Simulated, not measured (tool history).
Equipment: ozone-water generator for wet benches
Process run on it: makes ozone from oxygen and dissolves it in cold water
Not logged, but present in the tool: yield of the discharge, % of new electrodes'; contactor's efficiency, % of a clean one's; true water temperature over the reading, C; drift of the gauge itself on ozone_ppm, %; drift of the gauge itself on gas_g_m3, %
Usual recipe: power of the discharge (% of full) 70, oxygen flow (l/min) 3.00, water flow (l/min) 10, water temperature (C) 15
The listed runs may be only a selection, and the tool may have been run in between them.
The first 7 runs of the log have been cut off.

| run | hour | power of the discharge (% of full) | oxygen flow (l/min) | water flow (l/min) | water temperature (C) | hours of work since the electrodes were changed | hours of work since the contactor was cleaned | hours of work since the thermometer was calibrated | dissolved ozone (ppm) | ozone in the gas ahead of the water (g/m3) |
|---|---|---|---|---|---|---|---|---|---|---|
| 8 | 205.0 | 70 | 1.92 | 10 | 15 | 289 | 1287 | 1287 | 31.6 | 314.9 |
| 9 | 239.4 | 70 | 3.04 | 10 | 15 | 317 | 1315 | 1315 | 33.8 | 253.9 |
| 10 | 276.7 | 70 | 3.04 | 10 | 15 | 347 | 1345 | 1345 | 33.8 | 255.3 |
| 11 | 303.5 | 70 | 3.04 | 10 | 15 | 369 | 1367 | 1367 | 33.8 | 256.8 |
| 12 | 337.4 | 70 | 3.61 | 10 | 15 | 396 | 1394 | 1394 | 34.1 | 237.0 |
| 13 | 368.5 | 60 | 3.00 | 10 | 15 | 422 | 1420 | 1420 | 29.8 | 227.2 |
| 14 | 397.7 | 60 | 3.00 | 10 | 15 | 445 | 1443 | 1443 | 29.2 | 224.7 |
| 15 | 435.8 | 70 | 3.00 | 10 | 15 | 476 | 1474 | 1474 | 34.1 | 257.3 |
| 16 | 459.6 | 70 | 3.00 | 10 | 15 | 496 | 1494 | 1494 | 33.8 | 255.7 |
| 17 | 491.3 | 70 | 5.25 | 10 | 21 | 521 | 1519 | 1519 | 30.8 | 200.0 |
| 18 | 510.2 | 70 | 5.25 | 10 | 21 | 537 | 1535 | 1535 | 30.8 | 200.6 |
| 19 | 542.5 | 70 | 2.81 | 10 | 9 | 563 | 1561 | 1561 | 36.4 | 264.9 |
| 20 | 569.5 | 70 | 2.81 | 10 | 9 | 585 | 1583 | 1583 | 36.3 | 261.5 |
| 21 | 587.2 | 56 | 3.00 | 8 | 12 | 599 | 1597 | 1597 | 35.2 | 207.9 |
| 22 | 610.3 | 70 | 3.00 | 8 | 15 | 618 | 1616 | 1616 | 40.1 | 254.7 |
| 23 | 647.9 | 70 | 3.00 | 8 | 15 | 648 | 1646 | 1646 | 40.4 | 254.3 |
| 24 | 663.6 | 70 | 2.21 | 14 | 10 | 661 | 1659 | 1659 | 24.3 | 290.1 |
| 25 | 685.5 | 70 | 3.61 | 14 | 16 | 679 | 1677 | 1677 | 25.2 | 234.0 |
| 26 | 721.1 | 53 | 3.61 | 7 | 11 | 708 | 1706 | 1706 | 37.2 | 183.9 |
| 27 | 757.1 | 53 | 3.61 | 7 | 11 | 737 | 1735 | 1735 | 37.3 | 183.5 |
| 28 | 773.1 | 70 | 2.69 | 9 | 15 | 750 | 1748 | 1748 | 36.1 | 264.3 |
| 29 | 806.9 | 71 | 3.30 | 10 | 15 | 778 | 1776 | 1776 | 34.4 | 244.6 |
| 30 | 833.1 | 71 | 3.30 | 10 | 15 | 799 | 1797 | 1797 | 34.3 | 243.2 |
| 31 | 866.0 | 71 | 3.30 | 10 | 15 | 826 | 1824 | 1824 | 34.4 | 245.1 |
| 32 | 901.6 | 78 | 3.00 | 10 | 15 | 855 | 1852 | 1852 | 37.0 | 276.5 |

Predict each of these 3 candidate next runs independently; none follows another, all start after run 32:
| A | 928.4 | 78 | 2.17 | 10 | 15 | 876 | 1874 | 1874 | ? | ? |
| B | 928.4 | 78 | 4.59 | 10 | 8 | 876 | 1874 | 1874 | ? | ? |
| C | 928.4 | 92 | 3.00 | 9 | 15 | 876 | 1874 | 1874 | ? | ? |

| run | dissolved ozone (ppm) | ozone in the gas ahead of the water (g/m3) |
|---|---|---|
| A | 35.6 | 318.1 |
| B | 42.9 | 230.0 |
| C | 46.7 | 318.4 |
Take away the tool's hidden state, keep each run's random variation, and the runs would have read:
| run | dissolved ozone (ppm) | ozone in the gas ahead of the water (g/m3) |
|---|---|---|
| A | 35.6 | 326.8 |
| B | 43.0 | 236.3 |
| C | 46.7 | 327.2 |
